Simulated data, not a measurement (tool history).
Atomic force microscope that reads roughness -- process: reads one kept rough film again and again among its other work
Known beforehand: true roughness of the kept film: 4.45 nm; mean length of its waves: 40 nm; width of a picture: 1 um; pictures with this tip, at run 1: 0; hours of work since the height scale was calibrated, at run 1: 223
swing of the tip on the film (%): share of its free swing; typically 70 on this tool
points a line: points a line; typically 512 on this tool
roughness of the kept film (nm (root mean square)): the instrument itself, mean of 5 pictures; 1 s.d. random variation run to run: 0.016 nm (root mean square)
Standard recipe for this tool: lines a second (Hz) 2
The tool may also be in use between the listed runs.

| run | day | lines a second (Hz) | swing of the tip on the film (%) | points a line | pictures with this tip | hours of work since the height scale was calibrated | roughness of the kept film (nm (root mean square)) |
|---|---|---|---|---|---|---|---|
| 1 | 0 | 2 | 70 | 512 | 0 | 223 | 3.794 |
| 2 | 0.246 | 2 | 70 | 512 | 10 | 226 | 3.697 |
| 3 | 0.629 | 2 | 70 | 512 | 27 | 231 | 3.582 |
| 4 | 0.904 | 2 | 70 | 512 | 38 | 235 | 3.469 |
| 5 | 1.233 | 2 | 70 | 512 | 52 | 239 | 3.409 |
| 6 | 1.438 | 2 | 70 | 930 | 61 | 242 | 3.327 |
| 7 | 1.696 | 0.74 | 70 | 512 | 72 | 245 | 3.349 |
| 8 | 1.933 | 2 | 88 | 512 | 82 | 248 | 3.02 |
|  | 2.021 | new tip fitted |
| 9 | 2.296 | 2 | 70 | 512 | 11 | 253 | 3.703 |
| 10 | 2.608 | 2 | 70 | 512 | 25 | 257 | 3.608 |
| 11 | 2.846 | 2 | 70 | 512 | 35 | 260 | 3.533 |
| 12 | 3.05 | 2 | 82 | 512 | 43 | 262 | 3.355 |
| 13 | 3.346 | 2 | 72 | 512 | 56 | 266 | 3.378 |
| 14 | 3.7 | 2 | 72 | 512 | 71 | 271 | 3.256 |
| 15 | 3.917 | 2 | 72 | 512 | 80 | 274 | 3.21 |
|  | 4.038 | new tip fitted |
| 16 | 4.271 | 2 | 72 | 512 | 10 | 278 | 3.686 |
| 17 | 4.588 | 0.61 | 70 | 512 | 23 | 282 | 3.707 |
| 18 | 4.862 | 0.61 | 70 | 512 | 35 | 286 | 3.619 |
| 19 | 5.112 | 0.84 | 70 | 512 | 46 | 289 | 3.508 |
| 20 | 5.462 | 2 | 70 | 347 | 61 | 293 | 3.301 |
| 21 | 5.875 | 2 | 70 | 347 | 78 | 299 | 3.195 |
|  | 6.046 | new tip fitted |
| 22 | 6.117 | 2.62 | 70 | 512 | 3 | 302 | 3.724 |
| 23 | 6.492 | 2.62 | 70 | 512 | 18 | 306 | 3.615 |
| 24 | 6.875 | 2 | 70 | 512 | 35 | 311 | 3.525 |
| 25 | 7.154 | 2 | 70 | 696 | 46 | 315 | 3.449 |
| 26 | 7.433 | 2 | 70 | 696 | 58 | 319 | 3.372 |
| 27 | 7.854 | 0.74 | 81 | 965 | 76 | 324 | 3.305 |
|  | 8.071 | new tip fitted |
| 28 | 8.121 | 0.74 | 81 | 965 | 2 | 327 | 3.872 |
| 29 | 8.396 | 1.69 | 70 | 512 | 14 | 331 | 3.72 |
| 30 | 8.775 | 1.69 | 70 | 512 | 30 | 336 | 3.623 |
| 31 | 9.192 | 1.69 | 70 | 512 | 48 | 341 | 3.487 |
| 32 | 9.496 | 1.69 | 70 | 512 | 61 | 345 | 3.386 |
| 33 | 9.721 | 3.71 | 76 | 564 | 70 | 348 | 3.082 |
| 34 | 10.004 | 3.71 | 76 | 564 | 82 | 352 | 3.022 |
|  | 10.088 | new tip fitted |
| 35 | 10.258 | 0.58 | 64 | 970 | 7 | 355 | 3.882 |
| 36 | 10.538 | 0.58 | 64 | 970 | 19 | 358 | 3.798 |
| 37 | 10.729 | 1.22 | 64 | 876 | 27 | 361 | 3.709 |
| 38 | 10.979 | 0.51 | 64 | 876 | 38 | 364 | 3.648 |
| 39 | 11.217 | 3.92 | 61 | 534 | 48 | 367 | 3.42 |
| 40 | 11.471 | 0.54 | 79 | 534 | 58 | 370 | 3.453 |
| 41 | 11.717 | 2.6 | 59 | 259 | 69 | 373 | 3.359 |
|  | 12.1 | new tip fitted |
| 42 | 12.162 | 1.43 | 70 | 701 | 3 | 379 | 3.792 |
| 43 | 12.367 | 1.43 | 70 | 701 | 12 | 382 | 3.766 |
| 44 | 12.638 | 1.19 | 70 | 278 | 23 | 385 | 3.65 |
| 45 | 13.012 | 3.26 | 81 | 480 | 39 | 390 | 3.222 |
| 46 | 13.267 | 3.26 | 81 | 480 | 50 | 393 | 3.157 |
| 47 | 13.612 | 3.26 | 81 | 480 | 64 | 398 | 3.05 |
| 48 | 14.017 | 1.59 | 57 | 327 | 81 | 403 | 3.276 |
|  | 14.104 | new tip fitted |
| 49 | 14.408 | 1.59 | 57 | 327 | 13 | 408 | 3.778 |
| 50 | 14.783 | 3.74 | 87 | 594 | 29 | 413 | 3.148 |

What will run 51 give?
| 51 | 15.079 | 1.24 | 75 | 457 | 41 | 416 | ? |

For run 51 the tool returned roughness of the kept film (nm (root mean square)) 3.533.
If the tool had no hidden condition, the same run with the same run-to-run variation would have returned roughness of the kept film (nm (root mean square)) 3.867.
